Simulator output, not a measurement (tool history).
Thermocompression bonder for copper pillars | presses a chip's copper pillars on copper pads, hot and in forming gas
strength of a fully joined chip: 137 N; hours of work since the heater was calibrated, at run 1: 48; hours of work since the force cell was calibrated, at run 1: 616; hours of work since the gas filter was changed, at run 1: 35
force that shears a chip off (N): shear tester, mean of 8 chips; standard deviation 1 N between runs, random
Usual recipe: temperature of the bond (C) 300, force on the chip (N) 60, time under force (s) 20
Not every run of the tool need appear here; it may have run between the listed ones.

| run | hour | temperature of the bond (C) | force on the chip (N) | time under force (s) | hours of work since the heater was calibrated | hours of work since the force cell was calibrated | hours of work since the gas filter was changed | force that shears a chip off (N) |
|---|---|---|---|---|---|---|---|---|
| 1 | 0.0 | 300 | 60 | 20 | 48 | 616 | 35 | 83.2 |
| 2 | 10.3 | 300 | 60 | 20 | 55 | 623 | 42 | 82.2 |
| 3 | 19.1 | 307 | 60 | 20 | 60 | 628 | 47 | 87.0 |
| 4 | 25.8 | 307 | 60 | 20 | 65 | 633 | 52 | 87.0 |
| 5 | 36.1 | 300 | 60 | 20 | 71 | 639 | 58 | 82.9 |
| 6 | 47.2 | 300 | 60 | 20 | 79 | 647 | 66 | 81.6 |
| 7 | 53.9 | 300 | 37 | 20 | 83 | 651 | 70 | 53.8 |
| 8 | 59.9 | 300 | 65 | 20 | 87 | 655 | 74 | 87.2 |
| 9 | 70.9 | 329 | 60 | 20 | 94 | 662 | 81 | 96.4 |
| 10 | 76.9 | 329 | 60 | 20 | 98 | 666 | 85 | 96.4 |
| 11 | 85.7 | 329 | 60 | 20 | 104 | 672 | 90 | 94.6 |
| 12 | 93.8 | 329 | 60 | 20 | 109 | 677 | 96 | 95.1 |
| 13 | 102.1 | 329 | 60 | 20 | 114 | 682 | 101 | 92.2 |
| 14 | 111.2 | 329 | 60 | 20 | 120 | 688 | 107 | 93.1 |
| 15 | 116.4 | 329 | 60 | 20 | 123 | 691 | 110 | 93.7 |
| 16 | 122.7 | 300 | 60 | 20 | 128 | 695 | 114 | 79.3 |
| 17 | 132.7 | 300 | 60 | 20 | 134 | 702 | 121 | 77.5 |
|  | 138.4 | forming gas filter changed |
| 18 | 139.6 | 324 | 60 | 20 | 138 | 706 | 1 | 98.3 |
| 19 | 147.6 | 324 | 60 | 20 | 143 | 711 | 6 | 98.7 |
| 20 | 153.5 | 324 | 60 | 20 | 147 | 715 | 10 | 96.4 |
| 21 | 162.1 | 287 | 61 | 21 | 153 | 721 | 15 | 81.2 |
| 22 | 169.9 | 291 | 37 | 21 | 158 | 726 | 20 | 52.7 |
| 23 | 177.8 | 291 | 37 | 21 | 163 | 731 | 25 | 50.6 |
| 24 | 182.5 | 293 | 89 | 20 | 166 | 734 | 29 | 106.2 |
| 25 | 193.3 | 298 | 84 | 38 | 173 | 741 | 36 | 118.3 |
| 26 | 203.0 | 300 | 73 | 31 | 179 | 747 | 42 | 107.0 |
| 27 | 210.0 | 300 | 50 | 20 | 184 | 752 | 46 | 72.3 |
| 28 | 218.9 | 276 | 50 | 20 | 190 | 757 | 52 | 58.9 |
| 29 | 228.2 | 300 | 47 | 19 | 196 | 764 | 58 | 66.5 |
| 30 | 235.7 | 300 | 47 | 19 | 200 | 768 | 63 | 65.7 |
| 31 | 242.7 | 330 | 46 | 19 | 205 | 773 | 68 | 80.8 |
| 32 | 249.3 | 288 | 45 | 14 | 209 | 777 | 72 | 50.5 |
| 33 | 256.8 | 288 | 45 | 14 | 214 | 782 | 77 | 51.7 |
| 34 | 262.1 | 325 | 66 | 14 | 218 | 786 | 80 | 93.3 |
| 35 | 270.3 | 284 | 78 | 20 | 223 | 791 | 85 | 88.4 |
| 36 | 276.2 | 300 | 43 | 11 | 227 | 795 | 89 | 48.8 |
| 37 | 282.0 | 310 | 58 | 25 | 230 | 798 | 93 | 87.7 |
| 38 | 289.1 | 316 | 85 | 46 | 235 | 803 | 98 | 117.1 |
| 39 | 295.7 | 302 | 60 | 39 | 239 | 807 | 102 | 95.5 |

For some of the steps in force that shears a chip off (N) from one run to the next: how much would appear even if the tool had no hidden state, given the settings, what came in and random variation, and how much remains for the hidden state plus any gauge scatter that the measured result and the result without hidden state don't share?
Hidden state present: true temperature of the bond over the reading, C; force that reaches the chip, % of what is set; oxide that the forming gas leaves, % of the face; drift of the gauge itself on shear_n, %.
Run 17 -> 18: temperature of the bond (C) 300 -> 324, forming gas filter changed. force that shears a chip off (N) +20.8: hidden state +7.7, all else +13.1.
Run 23 -> 24: temperature of the bond (C) 291 -> 293, force on the chip (N) 37 -> 89, time under force (s) 21 -> 20. force that shears a chip off (N) +55.6: hidden state -1.4, all else +57.0.
Run 33 -> 34: temperature of the bond (C) 288 -> 325, force on the chip (N) 45 -> 66. force that shears a chip off (N) +41.6: hidden state -3.1, all else +44.7.
Run 35 -> 36: temperature of the bond (C) 284 -> 300, force on the chip (N) 78 -> 43, time under force (s) 20 -> 11. force that shears a chip off (N) -39.6: hidden state +2.7, all else -42.3.
Run 36 -> 37: temperature of the bond (C) 300 -> 310, force on the chip (N) 43 -> 58, time under force (s) 11 -> 25. force that shears a chip off (N) +38.9: hidden state -3.4, all else +42.3.
